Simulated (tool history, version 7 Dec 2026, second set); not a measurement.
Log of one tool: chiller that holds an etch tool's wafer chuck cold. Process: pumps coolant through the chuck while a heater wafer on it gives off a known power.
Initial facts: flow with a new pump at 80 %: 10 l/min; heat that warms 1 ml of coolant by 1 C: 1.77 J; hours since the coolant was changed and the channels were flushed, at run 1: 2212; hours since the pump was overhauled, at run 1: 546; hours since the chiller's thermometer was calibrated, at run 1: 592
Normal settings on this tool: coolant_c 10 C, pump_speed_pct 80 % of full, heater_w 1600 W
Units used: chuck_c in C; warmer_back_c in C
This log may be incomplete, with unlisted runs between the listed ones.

run,hour,coolant_c,pump_speed_pct,heater_w,hours since the coolant was changed and the channels were flushed,hours since the pump was overhauled,hours since the chiller's thermometer was calibrated,chuck_c,warmer_back_c
1,0.0,10,80,1600,2212,546,592,20.9,5.46
2,45.3,10,80,1600,2258,591,637,21.0,5.49
3,84.2,10,80,1600,2297,630,676,21.0,5.49
4,121.2,10,80,1600,2334,667,713,21.0,5.52
5,151.8,10,80,1600,2364,698,744,21.0,5.49
6,177.5,10,92,1600,2390,724,769,20.0,4.82
7,199.0,10,92,1600,2411,745,791,20.0,4.75
8,234.2,10,92,1600,2447,780,826,20.1,4.82
9,272.2,2,80,1600,2485,818,864,13.2,5.47
10,309.6,2,80,1184,2522,856,901,10.0,4.08
11,331.3,2,80,1184,2544,877,923,10.2,4.04
12,364.1,2,80,1184,2576,910,956,10.1,4.02
13,409.4,2,80,1184,2622,956,1001,10.1,4.06
14,455.4,10,73,1600,2668,1002,1047,21.8,6.09
15,501.3,10,80,1600,2714,1047,1093,21.1,5.49
16,544.7,10,80,891,2757,1091,1136,16.2,3.02
17,573.6,10,80,891,2786,1120,1165,16.3,3.06
18,595.6,10,71,1600,2808,1142,1187,22.1,6.17
19,616.3,10,71,1600,2829,1162,1208,22.0,6.21
20,652.3,8,99,1600,2865,1198,1244,17.9,4.47
21,698.5,8,99,1600,2911,1245,1290,17.9,4.50
22,721.7,11,80,1525,2934,1268,1313,21.7,5.27
23,744.9,19,100,1107,2957,1291,1337,25.8,3.09
24,765.1,19,100,1107,2977,1311,1357,25.9,3.11
25,791.3,19,100,1107,3004,1337,1383,25.8,3.09
26,828.8,0,84,1160,3041,1375,1421,7.9,3.80
27,858.3,2,66,972,3071,1405,1450,9.3,4.08
28,900.3,3,75,1385,3113,1446,1492,13.1,5.00
29,928.2,13,92,1181,3141,1474,1520,20.7,3.56
30,953.8,10,94,1469,3166,1500,1546,19.5,4.37
31,978.6,8,80,1600,3191,1525,1570,19.2,5.57
32,1006.8,17,93,1600,3219,1553,1599,27.3,4.75
33,1043.7,17,70,845,3256,1590,1636,23.6,3.32

A few steps of chuck_c between consecutive runs. Split each: what settings, incoming material and random variation would produce without the hidden state, and what is left over for the hidden state, along with gauge scatter present in only one of the two compared results (measured, and without hidden state):
Unlogged tool condition in this case: heat passed by the chuck's channels, % of clean ones'; flow at a given pump speed, % of a new pump's; coolant's true temperature over the reading, C; drift of the gauge itself on chuck_c, C; drift of the gauge itself on warmer_back_c, C.
Run 13 -> 14: coolant_c 2 -> 10, pump_speed_pct 80 -> 73, heater_w 1184 -> 1600. chuck_c +11.7 C: hidden state +0.2, all else +11.5.
Run 15 -> 16: heater_w 1600 -> 891. chuck_c -4.9 C: hidden state -0.2, all else -4.7.
Run 17 -> 18: pump_speed_pct 80 -> 71, heater_w 891 -> 1600. chuck_c +5.8 C: hidden state +0.2, all else +5.6.
Run 25 -> 26: coolant_c 19 -> 0, pump_speed_pct 100 -> 84, heater_w 1107 -> 1160. chuck_c -17.9 C: hidden state +0.0, all else -17.9.
Run 31 -> 32: coolant_c 8 -> 17, pump_speed_pct 80 -> 93. chuck_c +8.1 C: hidden state +0.0, all else +8.1.
